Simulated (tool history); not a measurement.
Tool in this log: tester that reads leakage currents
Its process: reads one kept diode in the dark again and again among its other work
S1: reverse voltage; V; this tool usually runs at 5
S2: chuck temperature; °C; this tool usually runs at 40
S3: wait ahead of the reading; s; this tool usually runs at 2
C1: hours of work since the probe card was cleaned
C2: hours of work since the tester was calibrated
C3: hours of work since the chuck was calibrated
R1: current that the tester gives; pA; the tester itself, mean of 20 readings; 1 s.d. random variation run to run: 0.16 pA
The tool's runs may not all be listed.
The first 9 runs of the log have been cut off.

run,day,S1,S2,S3,C1,C2,C3,R1
10,30.004,5,40,1.84,1105,999,510,59.35
11,34.854,5,40,1.84,1164,1058,568,59.71
12,38.292,3.78,40,1.84,1205,1099,610,53.89
13,43.371,3.78,40,1.84,1267,1160,671,54.41
14,47.804,10.75,40,1.84,1320,1214,725,85.8
15,50.721,5.48,40,1.84,1355,1249,760,63.84
16,55.896,5.48,40,1.84,1418,1312,822,64.53
17,58.796,5.48,40,1.84,1453,1347,857,65.35
18,62.392,5,40,2,1496,1390,901,63.04
19,66.975,5,40,2,1552,1445,956,63.92
20,72.029,5,40,5.4,1613,1506,1017,64.39
21,76.004,4.47,40,2.84,1661,1554,1065,61.84
22,79.875,4.47,22,0.51,1707,1601,1112,22.15
23,84.188,5,43,0.41,1759,1653,1164,83.81
24,87.275,8.4,47,9.2,1797,1690,1201,133.8
# day 90.271: chuck's temperature calibrated
25,90.642,5,48,0.53,1836,1730,4,109.48
# day 92.779: probe card cleaned and baked
26,94.208,5,25,2.24,17,1771,46,13.26
27,96.358,5,48,0.31,43,1797,72,99.65
28,100.438,5,48,0.31,92,1847,121,100.29
29,105.133,1.36,43,0.31,149,1903,178,44.07

Run 30, settings as shown, results not yet in. Your forecast:
30,109.246,5.63,28,3.17,199,1953,228,?

R1: 19.58 pA
On a tool with no hidden condition, and with the same random variation, this run would have come out at R1 17.72 pA.
